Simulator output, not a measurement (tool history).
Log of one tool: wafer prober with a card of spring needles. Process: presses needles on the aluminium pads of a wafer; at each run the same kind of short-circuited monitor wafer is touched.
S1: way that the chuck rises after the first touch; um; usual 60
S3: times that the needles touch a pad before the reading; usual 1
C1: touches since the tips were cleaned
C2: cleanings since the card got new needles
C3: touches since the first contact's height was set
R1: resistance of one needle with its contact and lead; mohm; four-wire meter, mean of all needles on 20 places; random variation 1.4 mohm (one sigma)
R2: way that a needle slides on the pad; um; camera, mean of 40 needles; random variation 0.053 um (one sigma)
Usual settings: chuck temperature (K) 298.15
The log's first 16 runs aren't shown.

-- day=11.350 tips cleaned on abrasive film
run 17 day=11.583 | S1=60 chuck_temperature_(K)=339.15 S3=3 | C1=1236 C2=39 C3=157458 | R1=142 R2=13.78
-- day=12.092 tips cleaned on abrasive film
run 18 day=12.221 | S1=60 chuck_temperature_(K)=339.15 S3=3 | C1=691 C2=40 C3=160822 | R1=137 R2=13.82
run 19 day=12.646 | S1=60 chuck_temperature_(K)=339.15 S3=3 | C1=2953 C2=40 C3=163084 | R1=150 R2=13.76
-- day=12.825 tips cleaned on abrasive film
run 20 day=13.312 | S1=60 chuck_temperature_(K)=340.15 S3=3 | C1=2606 C2=41 C3=166622 | R1=146 R2=13.82
-- day=13.525 tips cleaned on abrasive film
run 21 day=14.000 | S1=69 chuck_temperature_(K)=345.15 S3=1 | C1=2529 C2=42 C3=170247 | R1=162 R2=15.87
-- day=14.225 tips cleaned on abrasive film
run 22 day=14.642 | S1=60 chuck_temperature_(K)=298.15 S3=2 | C1=2223 C2=43 C3=173652 | R1=144 R2=13.73
-- day=14.971 tips cleaned on abrasive film
run 23 day=15.392 | S1=76 chuck_temperature_(K)=370.15 S3=2 | C1=2248 C2=44 C3=177615 | R1=152 R2=17.53
-- day=15.654 tips cleaned on abrasive film
run 24 day=16.083 | S1=42 chuck_temperature_(K)=355.15 S3=2 | C1=2289 C2=45 C3=181272 | R1=165 R2=9.36
-- day=16.388 tips cleaned on abrasive film
run 25 day=16.508 | S1=56 chuck_temperature_(K)=298.15 S3=2 | C1=630 C2=46 C3=183510 | R1=138 R2=12.69
-- day=17.096 tips cleaned on abrasive film
run 26 day=17.112 | S1=56 chuck_temperature_(K)=298.15 S3=3 | C1=87 C2=47 C3=186717 | R1=132 R2=12.77
run 27 day=17.646 | S1=60 chuck_temperature_(K)=357.15 S3=2 | C1=2919 C2=47 C3=189549 | R1=154 R2=13.65
-- day=17.779 tips cleaned on abrasive film
run 28 day=18.442 | S1=60 chuck_temperature_(K)=298.15 S3=2 | C1=3533 C2=48 C3=193776 | R1=152 R2=13.61
-- day=18.533 tips cleaned on abrasive film
run 29 day=18.892 | S1=42 chuck_temperature_(K)=298.15 S3=2 | C1=1919 C2=49 C3=196145 | R1=156 R2=9.38
-- day=19.246 tips cleaned on abrasive film
run 30 day=19.775 | S1=42 chuck_temperature_(K)=324.15 S3=2 | C1=2826 C2=50 C3=200818 | R1=168 R2=9.36
-- day=19.979 tips cleaned on abrasive film
run 31 day=20.571 | S1=42 chuck_temperature_(K)=324.15 S3=2 | C1=3133 C2=51 C3=205025 | R1=176 R2=9.34
-- day=20.671 tips cleaned on abrasive film
run 32 day=21.275 | S1=54 chuck_temperature_(K)=301.15 S3=2 | C1=3202 C2=52 C3=208749 | R1=159 R2=12.25

4 ways to go on from here, each from the tool as it stands after run 32. What would each give?
-- day=21.350 tips cleaned on abrasive film
run A day=21.725 | S1=43 chuck_temperature_(K)=320.15 S3=1 | C1=1999 C2=53 C3=211124 | R1=? R2=?
-- day=21.350 tips cleaned on abrasive film
run B day=21.725 | S1=62 chuck_temperature_(K)=313.15 S3=3 | C1=1999 C2=53 C3=211124 | R1=? R2=?
-- day=21.350 tips cleaned on abrasive film
run C day=21.725 | S1=60 chuck_temperature_(K)=378.15 S3=3 | C1=1999 C2=53 C3=211124 | R1=? R2=?
-- day=21.350 tips cleaned on abrasive film
run D day=21.725 | S1=60 chuck_temperature_(K)=337.15 S3=1 | C1=1999 C2=53 C3=211124 | R1=? R2=?

run=A R1=183 R2=9.57
run=B R1=139 R2=14.06
run=C R1=150 R2=13.53
run=D R1=162 R2=13.55
Without the tool's hidden state the same runs would have given:
run=A R1=135 R2=10.33
run=B R1=129 R2=14.82
run=C R1=141 R2=14.29
run=D R1=135 R2=14.31
